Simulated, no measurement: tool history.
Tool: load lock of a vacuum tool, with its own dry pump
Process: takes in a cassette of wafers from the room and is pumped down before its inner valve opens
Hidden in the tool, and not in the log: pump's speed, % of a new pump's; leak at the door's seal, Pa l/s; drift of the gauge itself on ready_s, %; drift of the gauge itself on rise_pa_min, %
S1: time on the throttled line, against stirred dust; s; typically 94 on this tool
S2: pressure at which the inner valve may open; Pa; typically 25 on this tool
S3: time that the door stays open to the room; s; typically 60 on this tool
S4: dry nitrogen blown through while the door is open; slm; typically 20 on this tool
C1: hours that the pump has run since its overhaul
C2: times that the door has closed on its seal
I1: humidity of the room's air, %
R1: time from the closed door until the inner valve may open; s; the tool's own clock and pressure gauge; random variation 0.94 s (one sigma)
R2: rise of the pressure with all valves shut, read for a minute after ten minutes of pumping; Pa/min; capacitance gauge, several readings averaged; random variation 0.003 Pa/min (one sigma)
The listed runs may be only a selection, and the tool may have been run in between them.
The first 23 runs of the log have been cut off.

run 24 hour=6930.5 | S1=88 S2=25 S3=60 S4=20 | C1=11495 C2=22682 | I1=43.2 | R1=158.9 R2=0.042
run 25 hour=7209.1 | S1=88 S2=25 S3=60 S4=20 | C1=11774 C2=23855 | I1=43.3 | R1=158.7 R2=0.047
run 26 hour=7631.7 | S1=88 S2=25 S3=60 S4=20 | C1=12197 C2=25633 | I1=47.1 | R1=158.1 R2=0.048
run 27 hour=7836.2 | S1=88 S2=25 S3=60 S4=20 | C1=12401 C2=26494 | I1=46.5 | R1=157.9 R2=0.050
run 28 hour=8255.6 | S1=88 S2=25 S3=60 S4=20 | C1=12821 C2=28259 | I1=41.4 | R1=158.1 R2=0.050
run 29 hour=8634.7 | S1=94 S2=40 S3=58 S4=40 | C1=13200 C2=29854 | I1=43.2 | R1=161.7 R2=0.048
run 30 hour=9032.5 | S1=99 S2=25 S3=83 S4=5 | C1=13597 C2=31529 | I1=47.1 | R1=170.5 R2=0.084
run 31 hour=9268.9 | S1=107 S2=27 S3=60 S4=24 | C1=13834 C2=32524 | I1=43.2 | R1=175.2 R2=0.056
run 32 hour=9470.9 | S1=80 S2=25 S3=191 S4=20 | C1=14036 C2=33374 | I1=44.3 | R1=157.0 R2=0.085

Alternative continuations, all from the tool just after run 32; predict every row:
run A hour=9668.8 | S1=94 S2=22 S3=61 S4=36 | C1=14234 C2=34206 | I1=43.3 | R1=? R2=?
run B hour=9668.8 | S1=80 S2=24 S3=97 S4=32 | C1=14234 C2=34206 | I1=44.3 | R1=? R2=?
run C hour=9668.8 | S1=51 S2=34 S3=28 S4=20 | C1=14234 C2=34206 | I1=46.5 | R1=? R2=?
run D hour=9668.8 | S1=94 S2=40 S3=93 S4=17 | C1=14234 C2=34206 | I1=42.0 | R1=? R2=?

run=A R1=167.0 R2=0.057
run=B R1=156.9 R2=0.069
run=C R1=129.0 R2=0.051
run=D R1=161.7 R2=0.073
The same runs, with their run-to-run variation unchanged, on a tool lacking any hidden condition would have given:
run=A R1=148.6 R2=0.015
run=B R1=137.9 R2=0.027
run=C R1=109.7 R2=0.009
run=D R1=144.6 R2=0.030

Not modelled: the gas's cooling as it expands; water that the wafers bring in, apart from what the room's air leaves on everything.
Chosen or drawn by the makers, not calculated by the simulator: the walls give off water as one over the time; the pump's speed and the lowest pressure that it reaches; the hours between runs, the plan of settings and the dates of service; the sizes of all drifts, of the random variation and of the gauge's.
